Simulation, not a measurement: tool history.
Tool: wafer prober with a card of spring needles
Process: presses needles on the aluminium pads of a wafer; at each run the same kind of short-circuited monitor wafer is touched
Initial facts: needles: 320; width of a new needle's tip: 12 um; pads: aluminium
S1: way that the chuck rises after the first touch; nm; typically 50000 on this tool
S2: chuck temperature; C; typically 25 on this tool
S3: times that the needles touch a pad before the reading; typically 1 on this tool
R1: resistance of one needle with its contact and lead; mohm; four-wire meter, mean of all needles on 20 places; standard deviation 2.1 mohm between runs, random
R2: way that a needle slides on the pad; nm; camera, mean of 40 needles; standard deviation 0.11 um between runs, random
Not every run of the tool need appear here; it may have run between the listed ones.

run 1 day=0.000 | S1=50000 S2=25 S3=1 | R1=280 R2=12890
-- day=0.308 tips cleaned on abrasive film
-- day=0.821 tips cleaned on abrasive film
-- day=1.329 tips cleaned on abrasive film
-- day=1.812 tips cleaned on abrasive film
run 2 day=1.812 | S1=50000 S2=25 S3=1 | R1=237 R2=12770
-- day=2.325 tips cleaned on abrasive film
-- day=2.833 tips cleaned on abrasive film
-- day=3.346 tips cleaned on abrasive film
run 3 day=3.438 | S1=50000 S2=25 S3=1 | R1=273 R2=12850
-- day=3.850 tips cleaned on abrasive film
-- day=4.358 tips cleaned on abrasive film
-- day=4.771 tips cleaned on abrasive film
-- day=5.279 tips cleaned on abrasive film
-- day=5.792 tips cleaned on abrasive film
-- day=6.204 tips cleaned on abrasive film
run 4 day=6.500 | S1=50000 S2=25 S3=1 | R1=324 R2=12690
-- day=6.708 tips cleaned on abrasive film
-- day=7.221 tips cleaned on abrasive film
-- day=7.729 tips cleaned on abrasive film
-- day=8.242 tips cleaned on abrasive film
run 5 day=8.496 | S1=50000 S2=25 S3=1 | R1=314 R2=12640
-- day=8.704 tips cleaned on abrasive film
-- day=9.217 tips cleaned on abrasive film
-- day=9.725 tips cleaned on abrasive film
-- day=10.238 tips cleaned on abrasive film
-- day=10.750 tips cleaned on abrasive film
run 6 day=10.825 | S1=67000 S2=25 S3=1 | R1=246 R2=17040
-- day=11.233 tips cleaned on abrasive film
-- day=11.746 tips cleaned on abrasive film
-- day=12.154 tips cleaned on abrasive film
-- day=12.567 tips cleaned on abrasive film
-- day=13.079 tips cleaned on abrasive film
run 7 day=13.167 | S1=50000 S2=25 S3=1 | R1=276 R2=12480
-- day=13.575 tips cleaned on abrasive film
-- day=13.983 tips cleaned on abrasive film
-- day=14.496 tips cleaned on abrasive film
-- day=14.712 height of the first contact set anew
run 8 day=14.762 | S1=50000 S2=25 S3=1 | R1=328 R2=12300
-- day=14.971 tips cleaned on abrasive film
-- day=15.483 tips cleaned on abrasive film
-- day=15.992 tips cleaned on abrasive film
-- day=16.504 tips cleaned on abrasive film
-- day=16.912 tips cleaned on abrasive film
run 9 day=17.196 | S1=50000 S2=25 S3=3 | R1=267 R2=12260
-- day=17.404 tips cleaned on abrasive film
-- day=17.917 tips cleaned on abrasive film
-- day=18.325 tips cleaned on abrasive film
-- day=18.838 tips cleaned on abrasive film
-- day=19.246 tips cleaned on abrasive film
-- day=19.654 tips cleaned on abrasive film
-- day=20.167 tips cleaned on abrasive film
run 10 day=20.358 | S1=50000 S2=32 S3=1 | R1=306 R2=12120
-- day=20.667 tips cleaned on abrasive film
-- day=21.079 tips cleaned on abrasive film
-- day=21.488 tips cleaned on abrasive film
-- day=21.988 card fitted with new needles
-- day=22.500 tips cleaned on abrasive film
-- day=22.908 tips cleaned on abrasive film
run 11 day=23.183 | S1=50000 S2=25 S3=1 | R1=297 R2=13090
-- day=23.392 tips cleaned on abrasive film
-- day=23.708 height of the first contact set anew, once more
-- day=23.812 tips cleaned on abrasive film
-- day=24.325 tips cleaned on abrasive film
-- day=24.833 tips cleaned on abrasive film
run 12 day=24.925 | S1=50000 S2=25 S3=1 | R1=260 R2=13130
-- day=25.333 tips cleaned on abrasive film
-- day=25.846 tips cleaned on abrasive film
-- day=26.354 tips cleaned on abrasive film
run 13 day=26.729 | S1=50000 S2=122 S3=2 | R1=292 R2=13080
-- day=26.833 tips cleaned on abrasive film
-- day=27.346 tips cleaned on abrasive film
-- day=27.854 tips cleaned on abrasive film
-- day=28.367 tips cleaned on abrasive film
-- day=28.879 tips cleaned on abrasive film
-- day=29.388 tips cleaned on abrasive film
run 14 day=29.675 | S1=50000 S2=122 S3=2 | R1=298 R2=13030
-- day=29.883 tips cleaned on abrasive film
-- day=30.292 tips cleaned on abrasive film
-- day=30.804 tips cleaned on abrasive film
-- day=31.212 tips cleaned on abrasive film
-- day=31.725 tips cleaned on abrasive film
-- day=32.133 tips cleaned on abrasive film
-- day=32.646 tips cleaned on abrasive film
run 15 day=32.742 | S1=50000 S2=31 S3=1 | R1=258 R2=13090
-- day=33.150 tips cleaned on abrasive film
-- day=33.662 tips cleaned on abrasive film
-- day=34.175 tips cleaned on abrasive film
run 16 day=34.383 | S1=50000 S2=31 S3=1 | R1=291 R2=13070
-- day=34.592 tips cleaned on abrasive film
-- day=35.004 tips cleaned on abrasive film
-- day=35.512 tips cleaned on abrasive film
-- day=36.025 tips cleaned on abrasive film
-- day=36.538 tips cleaned on abrasive film
run 17 day=36.742 | S1=39000 S2=25 S3=1 | R1=331 R2=10020

Forecast run 18:
-- day=37.042 tips cleaned on abrasive film
-- day=37.554 tips cleaned on abrasive film
-- day=38.067 tips cleaned on abrasive film
-- day=38.575 tips cleaned on abrasive film
run 18 day=38.683 | S1=44000 S2=25 S3=1 | R1=? R2=?

Logged for run 18: R1 283 mohm, R2 11310 nm.
With the hidden condition absent and the run-to-run variation left alone, this run would have shown R1 228 mohm, R2 11640 nm.
